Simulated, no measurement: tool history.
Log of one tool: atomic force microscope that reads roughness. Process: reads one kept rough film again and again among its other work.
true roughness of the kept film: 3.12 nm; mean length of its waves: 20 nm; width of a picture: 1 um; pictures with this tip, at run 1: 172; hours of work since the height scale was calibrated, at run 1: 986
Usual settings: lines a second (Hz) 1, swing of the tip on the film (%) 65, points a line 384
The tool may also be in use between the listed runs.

run	day	lines a second (Hz)	swing of the tip on the film (%)	points a line	pictures with this tip	hours of work since the height scale was calibrated	roughness of the kept film (nm (root mean square))
1	0	1	65	384	172	986	2.116
2	1.25	1	65	384	213	1007	2.017
3	2.746	1	65	384	263	1031	1.954
4	3.479	1	65	384	287	1043	1.928
5	4.346	1	65	384	316	1057	1.878
6	5.879	1	65	310	367	1082	1.77
# day 6.042: new tip fitted
7	6.542	1	65	310	16	1093	2.366
8	7.85	1	65	384	59	1114	2.295
9	9.079	1	65	384	100	1135	2.21
10	10.308	1	65	384	141	1155	2.122
11	11.708	1	65	384	187	1178	2.054
12	12.638	1	65	384	218	1193	1.982
13	13.667	1	65	384	252	1210	1.942
14	14.292	1	65	384	273	1220	1.92
15	15.096	2.01	65	384	300	1233	1.855
16	16.612	2.01	65	489	350	1258	1.79
# day 17.171: new tip fitted
17	17.846	2.01	65	489	22	1278	2.317
18	18.688	3.01	62	620	50	1292	2.263
19	19.654	3.01	62	620	82	1307	2.189
20	20.338	3.01	62	620	105	1319	2.171
# day 20.475: height scale calibrated on a step standard
21	21.854	2.75	65	384	154	23	2.026
22	23.042	1	65	618	193	42	2.033
23	23.917	1	65	618	222	56	1.99
24	25.433	1	65	476	273	81	1.9
25	26.083	0.54	84	706	294	92	1.856
# day 26.871: height scale calibrated on a step standard, once more
26	27.25	0.54	84	706	331	6	1.852
27	28.112	0.54	84	706	360	20	1.825
# day 28.367: new tip fitted
28	28.842	0.65	65	346	15	32	2.422
29	29.512	1.07	65	617	38	43	2.396
30	30.721	1.07	65	617	78	63	2.301
31	31.912	1.07	70	547	117	82	2.206

Forecast each of these 3 alternatives for the next run:
A	33.408	0.71	89	432	167	107	?
B	33.408	1.75	70	547	167	107	?
C	33.408	1.07	68	547	167	107	?

run	roughness of the kept film (nm (root mean square))
A	2.079
B	2.088
C	2.118
Without the tool's hidden state the same runs would have given:
run	roughness of the kept film (nm (root mean square))
A	2.433
B	2.443
C	2.48
